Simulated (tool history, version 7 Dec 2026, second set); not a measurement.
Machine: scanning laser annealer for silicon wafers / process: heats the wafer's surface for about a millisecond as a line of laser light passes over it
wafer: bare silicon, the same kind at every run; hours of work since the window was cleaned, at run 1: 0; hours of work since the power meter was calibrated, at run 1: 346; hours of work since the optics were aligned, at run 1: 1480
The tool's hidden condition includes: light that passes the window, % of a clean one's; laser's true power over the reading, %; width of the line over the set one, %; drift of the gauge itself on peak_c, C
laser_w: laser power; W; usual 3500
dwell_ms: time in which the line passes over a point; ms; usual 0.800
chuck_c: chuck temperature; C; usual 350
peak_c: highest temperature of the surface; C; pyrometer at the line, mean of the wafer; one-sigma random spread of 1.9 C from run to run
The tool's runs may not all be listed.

| run | hour | laser_w | dwell_ms | chuck_c | hours of work since the window was cleaned | hours of work since the power meter was calibrated | hours of work since the optics were aligned | peak_c |
|---|---|---|---|---|---|---|---|---|
| 1 | 0.0 | 3500 | 0.800 | 350 | 0 | 346 | 1480 | 1086 |
| 2 | 28.9 | 3500 | 0.800 | 328 | 15 | 362 | 1496 | 1062 |
| 3 | 59.2 | 3500 | 0.606 | 350 | 32 | 378 | 1512 | 973 |
| 4 | 88.7 | 3500 | 0.606 | 350 | 47 | 394 | 1527 | 971 |
|  | 109.0 | optics aligned, line set to its width |
| 5 | 137.3 | 3500 | 0.606 | 350 | 71 | 417 | 15 | 978 |
| 6 | 172.9 | 3258 | 0.800 | 350 | 90 | 436 | 34 | 1042 |
| 7 | 215.2 | 3177 | 0.800 | 350 | 112 | 459 | 57 | 1026 |
| 8 | 241.1 | 3431 | 0.800 | 350 | 126 | 473 | 71 | 1076 |
| 9 | 273.8 | 3431 | 0.800 | 350 | 144 | 490 | 88 | 1076 |
| 10 | 299.0 | 3431 | 0.800 | 350 | 157 | 503 | 101 | 1071 |
| 11 | 333.0 | 3431 | 0.800 | 350 | 175 | 522 | 120 | 1072 |
| 12 | 355.7 | 3500 | 0.800 | 350 | 187 | 534 | 132 | 1087 |
| 13 | 386.8 | 3500 | 0.591 | 350 | 204 | 550 | 148 | 966 |
| 14 | 409.6 | 3500 | 0.591 | 350 | 216 | 563 | 161 | 965 |
| 15 | 434.3 | 3500 | 0.800 | 350 | 229 | 576 | 174 | 1085 |
| 16 | 465.7 | 3500 | 0.800 | 350 | 246 | 592 | 190 | 1085 |
| 17 | 501.1 | 3500 | 0.800 | 326 | 265 | 611 | 209 | 1058 |
| 18 | 536.1 | 3500 | 0.800 | 326 | 284 | 630 | 228 | 1058 |
| 19 | 560.4 | 3500 | 0.800 | 326 | 297 | 643 | 241 | 1057 |
| 20 | 601.0 | 3500 | 0.800 | 326 | 318 | 665 | 263 | 1057 |
|  | 607.4 | laser's power meter calibrated |
|  | 646.9 | window over the wafer cleaned |
| 21 | 652.5 | 3500 | 0.936 | 350 | 3 | 23 | 288 | 1166 |
| 22 | 675.5 | 3500 | 0.936 | 350 | 15 | 35 | 300 | 1166 |
| 23 | 719.5 | 3575 | 0.800 | 356 | 39 | 59 | 323 | 1111 |
| 24 | 767.6 | 3606 | 0.597 | 340 | 64 | 85 | 349 | 979 |
| 25 | 800.2 | 3384 | 0.659 | 388 | 82 | 102 | 366 | 1031 |
|  | 823.0 | laser's power meter calibrated, once more |
| 26 | 827.4 | 3384 | 0.659 | 388 | 95 | 2 | 379 | 1020 |
| 27 | 858.3 | 3610 | 0.642 | 310 | 111 | 19 | 396 | 974 |
| 28 | 897.0 | 3610 | 0.642 | 310 | 132 | 40 | 416 | 976 |
| 29 | 930.1 | 3610 | 0.642 | 310 | 150 | 57 | 434 | 974 |
| 30 | 962.4 | 3610 | 0.642 | 310 | 167 | 74 | 451 | 973 |
| 31 | 1011.3 | 3848 | 0.750 | 378 | 193 | 101 | 478 | 1146 |
| 32 | 1047.9 | 3848 | 0.750 | 374 | 213 | 120 | 497 | 1143 |
| 33 | 1082.2 | 3199 | 0.855 | 343 | 231 | 138 | 515 | 1044 |
| 34 | 1108.4 | 3033 | 0.855 | 381 | 245 | 152 | 529 | 1042 |
| 35 | 1146.7 | 3033 | 0.691 | 352 | 265 | 173 | 550 | 936 |
| 36 | 1188.2 | 3757 | 0.608 | 352 | 287 | 195 | 572 | 1012 |
| 37 | 1219.2 | 3573 | 0.728 | 311 | 304 | 212 | 589 | 1012 |
| 38 | 1257.9 | 3631 | 0.620 | 311 | 325 | 232 | 609 | 957 |
|  | 1285.4 | window over the wafer cleaned |
| 39 | 1303.9 | 3500 | 0.656 | 327 | 10 | 256 | 633 | 985 |
| 40 | 1347.3 | 3387 | 0.562 | 360 | 33 | 279 | 656 | 942 |
| 41 | 1383.0 | 3330 | 0.632 | 339 | 52 | 298 | 675 | 951 |
| 42 | 1407.1 | 3500 | 0.949 | 389 | 65 | 311 | 688 | 1202 |

Below are 3 alternative next runs, each starting from the tool's condition after run 42. Predict each:
| A | 1451.5 | 2984 | 0.675 | 323 | 89 | 335 | 712 | ? |
| B | 1451.5 | 3500 | 0.907 | 389 | 89 | 335 | 712 | ? |
| C | 1451.5 | 3500 | 0.807 | 384 | 89 | 335 | 712 | ? |

| run | peak_c |
|---|---|
| A | 898 |
| B | 1181 |
| C | 1125 |
Without the tool's hidden state the same runs would have given:
| run | peak_c |
|---|---|
| A | 906 |
| B | 1192 |
| C | 1136 |

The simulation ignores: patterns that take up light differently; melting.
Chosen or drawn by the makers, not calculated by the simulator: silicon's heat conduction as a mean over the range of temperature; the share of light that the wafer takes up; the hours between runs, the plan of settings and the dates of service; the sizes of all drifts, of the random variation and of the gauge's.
